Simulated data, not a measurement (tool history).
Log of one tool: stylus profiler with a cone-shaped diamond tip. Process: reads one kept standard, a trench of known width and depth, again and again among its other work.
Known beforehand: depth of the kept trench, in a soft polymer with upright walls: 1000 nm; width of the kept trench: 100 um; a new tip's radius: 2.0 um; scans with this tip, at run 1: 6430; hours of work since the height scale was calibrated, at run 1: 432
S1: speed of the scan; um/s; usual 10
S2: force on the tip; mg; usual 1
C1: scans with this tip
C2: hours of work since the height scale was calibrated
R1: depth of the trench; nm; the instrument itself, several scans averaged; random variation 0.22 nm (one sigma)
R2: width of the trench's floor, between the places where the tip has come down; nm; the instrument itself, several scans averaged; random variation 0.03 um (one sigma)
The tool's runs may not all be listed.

run 1 hour=0 | S1=10 S2=1 | C1=6430 C2=432 | R1=1001.92 R2=95950
run 2 hour=15.4 | S1=10 S2=1 | C1=6580 C2=443 | R1=1002.47 R2=95950
run 3 hour=26.3 | S1=10 S2=1 | C1=6686 C2=450 | R1=1002.04 R2=95960
run 4 hour=33.5 | S1=10 S2=1 | C1=6757 C2=454 | R1=1002.35 R2=95940
run 5 hour=40.9 | S1=21 S2=1 | C1=6828 C2=459 | R1=1002.01 R2=95880
run 6 hour=56.7 | S1=21 S2=0.81 | C1=6982 C2=470 | R1=1001.51 R2=95840
run 7 hour=66.6 | S1=21 S2=0.81 | C1=7078 C2=476 | R1=1001.26 R2=95860
run 8 hour=81.9 | S1=21 S2=0.81 | C1=7228 C2=486 | R1=1001.27 R2=95790
run 9 hour=96.9 | S1=21 S2=0.81 | C1=7373 C2=496 | R1=1001.36 R2=95770
run 10 hour=105.7 | S1=21 S2=0.81 | C1=7459 C2=502 | R1=1000.99 R2=95800
run 11 hour=118.7 | S1=40 S2=1 | C1=7586 C2=510 | R1=1001.8 R2=95720
run 12 hour=130 | S1=10 S2=1 | C1=7696 C2=518 | R1=1001.5 R2=95910
run 13 hour=145.1 | S1=10 S2=1 | C1=7843 C2=527 | R1=1001.61 R2=95880
run 14 hour=161.6 | S1=10 S2=1 | C1=8004 C2=538 | R1=1001.83 R2=95840
run 15 hour=175.2 | S1=10 S2=1 | C1=8136 C2=547 | R1=1001.92 R2=95890
run 16 hour=182.5 | S1=17 S2=0.37 | C1=8208 C2=552 | R1=999.9 R2=95720
run 17 hour=198.8 | S1=12 S2=0.77 | C1=8366 C2=563 | R1=1000.69 R2=95810
run 18 hour=212.7 | S1=6 S2=1 | C1=8501 C2=572 | R1=1001.59 R2=95870
run 19 hour=224.3 | S1=6 S2=1 | C1=8615 C2=579 | R1=1001.72 R2=95910
run 20 hour=237.7 | S1=5 S2=0.44 | C1=8745 C2=588 | R1=999.82 R2=95780
run 21 hour=248.8 | S1=10 S2=1.16 | C1=8853 C2=595 | R1=1001.82 R2=95850
run 22 hour=256.3 | S1=10 S2=1.16 | C1=8926 C2=600 | R1=1002.13 R2=95830
run 23 hour=266.1 | S1=19 S2=0.54 | C1=9021 C2=607 | R1=999.97 R2=95680
run 24 hour=276.1 | S1=10 S2=0.88 | C1=9119 C2=613 | R1=1001.51 R2=95800
run 25 hour=285.4 | S1=14 S2=0.33 | C1=9209 C2=619 | R1=999.07 R2=95700
run 26 hour=294.1 | S1=2 S2=2.92 | C1=9294 C2=625 | R1=1006.13 R2=95860
run 27 hour=309 | S1=7 S2=1.86 | C1=9439 C2=635 | R1=1003.45 R2=95780
run 28 hour=316.6 | S1=24 S2=1.6 | C1=9513 C2=640 | R1=1002.73 R2=95760
run 29 hour=331.6 | S1=10 S2=0.45 | C1=9659 C2=650 | R1=999.13 R2=95740

Consider 5 possible next runs. They are alternatives, not a sequence: every one starts from the tool as it was left by run 29. What does each give?
run A hour=340.1 | S1=15 S2=0.45 | C1=9742 C2=655 | R1=? R2=?
run B hour=340.1 | S1=2 S2=0.5 | C1=9742 C2=655 | R1=? R2=?
run C hour=340.1 | S1=2 S2=0.45 | C1=9742 C2=655 | R1=? R2=?
run D hour=340.1 | S1=8 S2=0.54 | C1=9742 C2=655 | R1=? R2=?
run E hour=340.1 | S1=24 S2=2.66 | C1=9742 C2=655 | R1=? R2=?

run=A R1=999.47 R2=95660
run=B R1=999.45 R2=95770
run=C R1=999.23 R2=95880
run=D R1=999.68 R2=95680
run=E R1=1005.33 R2=95660
Stripped of hidden state, with their random variation kept, the same runs would have yielded:
run=A R1=1002.81 R2=96340
run=B R1=1002.79 R2=96450
run=C R1=1002.57 R2=96560
run=D R1=1003.02 R2=96360
run=E R1=1008.69 R2=96340

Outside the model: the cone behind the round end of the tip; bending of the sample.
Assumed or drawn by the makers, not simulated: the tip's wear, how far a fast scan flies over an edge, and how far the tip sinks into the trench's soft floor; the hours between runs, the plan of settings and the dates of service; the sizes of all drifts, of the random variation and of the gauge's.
